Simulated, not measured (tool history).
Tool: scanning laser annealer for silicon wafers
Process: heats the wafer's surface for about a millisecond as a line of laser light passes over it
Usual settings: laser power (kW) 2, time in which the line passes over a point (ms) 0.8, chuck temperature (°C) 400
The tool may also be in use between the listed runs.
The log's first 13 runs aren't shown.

run,day,laser power (kW),time in which the line passes over a point (ms),chuck temperature (°C),highest temperature of the surface (°C)
14,23.967,1.841,0.8,400,1137
15,25.717,1.841,0.8,400,1141
16,27.983,1.841,0.838,400,1160
17,30.438,2,0.707,400,1164
18,33.067,2,0.563,400,1072
19,34.633,2,0.563,400,1072
20,37.108,2,0.931,400,1282
21,38.258,2,0.931,400,1283
22,39.821,2,0.8,414,1221
23,41.308,2,0.666,382,1110
24,42.942,2,0.666,382,1113
25,44.433,1.733,0.859,360,1058
26,46.579,1.982,0.891,390,1229
27,48.296,2.159,0.769,419,1280
28,50.258,1.997,0.874,365,1202
29,52.808,1.997,0.874,365,1202
30,55.483,1.997,0.874,365,1202
31,57.612,2,0.8,435,1229
32,59.883,2,0.8,435,1226

Run 33 comes next. What will it give?
33,61.579,1.969,0.975,360,?

highest temperature of the surface (°C): 1226
Without the tool's hidden state the same run would have given highest temperature of the surface (°C) 1275.
